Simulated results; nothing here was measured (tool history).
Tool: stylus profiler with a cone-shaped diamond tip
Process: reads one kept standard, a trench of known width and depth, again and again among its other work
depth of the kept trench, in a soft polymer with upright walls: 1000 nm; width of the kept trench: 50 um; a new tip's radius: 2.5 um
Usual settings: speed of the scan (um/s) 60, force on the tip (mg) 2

run    day  speed of the scan (um/s)  force on the tip (mg)  depth of the trench (nm)  width of the trench's floor (nm)
  1      0                        60                      2                   1012.55                             45140
  2  0.346                        60                      2                   1012.58                             45120
  3  0.638                        60                      2                   1012.57                             45140
  4  1.208                        60                      2                    1012.3                             45120
  5  1.683                        60                      2                   1012.39                             45080
     1.754  -- height scale calibrated on a step standard
  6  2.162                       234                   2.81                   1015.65                             44240
  7  2.517                        56                    1.4                    1010.3                             44970
  8  3.038                        19                   2.05                   1013.17                             45270
     3.208  -- height scale calibrated on a step standard, once more
  9  3.467                        19                   2.05                   1011.67                             45260

Run 10 comes next. What will it give?
 10  4.021                       125                   4.38                         ?                                 ?

Run 10 gave depth of the trench (nm) 1019.87, width of the trench's floor (nm) 44890.
Without the tool's hidden state the same run would have given depth of the trench (nm) 1019.7, width of the trench's floor (nm) 45530.
